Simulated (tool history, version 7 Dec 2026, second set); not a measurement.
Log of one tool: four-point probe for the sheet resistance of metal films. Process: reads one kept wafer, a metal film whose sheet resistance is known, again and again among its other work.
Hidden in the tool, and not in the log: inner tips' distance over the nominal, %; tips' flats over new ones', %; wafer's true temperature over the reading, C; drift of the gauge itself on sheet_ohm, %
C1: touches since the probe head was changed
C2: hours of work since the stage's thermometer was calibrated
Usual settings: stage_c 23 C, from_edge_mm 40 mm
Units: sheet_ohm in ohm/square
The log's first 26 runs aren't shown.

{"run": 27, "hour": 1183.4, "stage_c": 24, "from_edge_mm": 4, "C1": 24425, "C2": 1672, "sheet_ohm": 0.171297}
{"hour": 1236.3, "done": "stage's thermometer calibrated"}
{"run": 28, "hour": 1236.3, "stage_c": 24, "from_edge_mm": 4, "C1": 25477, "C2": 0, "sheet_ohm": 0.171301}
{"run": 29, "hour": 1279.5, "stage_c": 24, "from_edge_mm": 4, "C1": 26345, "C2": 31, "sheet_ohm": 0.171306}
{"run": 30, "hour": 1345.8, "stage_c": 25, "from_edge_mm": 4, "C1": 27676, "C2": 77, "sheet_ohm": 0.171265}
{"run": 31, "hour": 1400.2, "stage_c": 25, "from_edge_mm": 4, "C1": 28768, "C2": 116, "sheet_ohm": 0.171323}
{"run": 32, "hour": 1466.8, "stage_c": 21, "from_edge_mm": 3, "C1": 30105, "C2": 163, "sheet_ohm": 0.172855}
{"run": 33, "hour": 1513.0, "stage_c": 23, "from_edge_mm": 63, "C1": 31033, "C2": 195, "sheet_ohm": 0.170201}
{"run": 34, "hour": 1566.1, "stage_c": 23, "from_edge_mm": 63, "C1": 32097, "C2": 233, "sheet_ohm": 0.170214}
{"run": 35, "hour": 1617.8, "stage_c": 29, "from_edge_mm": 35, "C1": 33136, "C2": 269, "sheet_ohm": 0.169736}
{"run": 36, "hour": 1662.0, "stage_c": 29, "from_edge_mm": 35, "C1": 34022, "C2": 300, "sheet_ohm": 0.169787}
{"run": 37, "hour": 1724.8, "stage_c": 29, "from_edge_mm": 35, "C1": 35284, "C2": 345, "sheet_ohm": 0.169823}
{"run": 38, "hour": 1755.3, "stage_c": 21, "from_edge_mm": 8, "C1": 35897, "C2": 366, "sheet_ohm": 0.170934}
{"run": 39, "hour": 1806.8, "stage_c": 21, "from_edge_mm": 8, "C1": 36930, "C2": 402, "sheet_ohm": 0.170952}
{"run": 40, "hour": 1838.3, "stage_c": 21, "from_edge_mm": 35, "C1": 37563, "C2": 425, "sheet_ohm": 0.170606}
{"run": 41, "hour": 1878.1, "stage_c": 21, "from_edge_mm": 35, "C1": 38360, "C2": 453, "sheet_ohm": 0.170706}

5 ways to go on from here, each from the tool as it stands after run 41. What would each give?
{"run": "A", "hour": 1941.1, "stage_c": 19, "from_edge_mm": 10, "C1": 39626, "C2": 497, "sheet_ohm": "?"}
{"run": "B", "hour": 1941.1, "stage_c": 23, "from_edge_mm": 8, "C1": 39626, "C2": 497, "sheet_ohm": "?"}
{"run": "C", "hour": 1941.1, "stage_c": 21, "from_edge_mm": 3, "C1": 39626, "C2": 497, "sheet_ohm": "?"}
{"run": "D", "hour": 1941.1, "stage_c": 20, "from_edge_mm": 35, "C1": 39626, "C2": 497, "sheet_ohm": "?"}
{"run": "E", "hour": 1941.1, "stage_c": 28, "from_edge_mm": 7, "C1": 39626, "C2": 497, "sheet_ohm": "?"}

run=A sheet_ohm=0.171047
run=B sheet_ohm=0.170809
run=C sheet_ohm=0.173199
run=D sheet_ohm=0.170819
run=E sheet_ohm=0.170488
Without the tool's hidden state the same runs would have given:
run=A sheet_ohm=0.169748
run=B sheet_ohm=0.169513
run=C sheet_ohm=0.171885
run=D sheet_ohm=0.169522
run=E sheet_ohm=0.169194
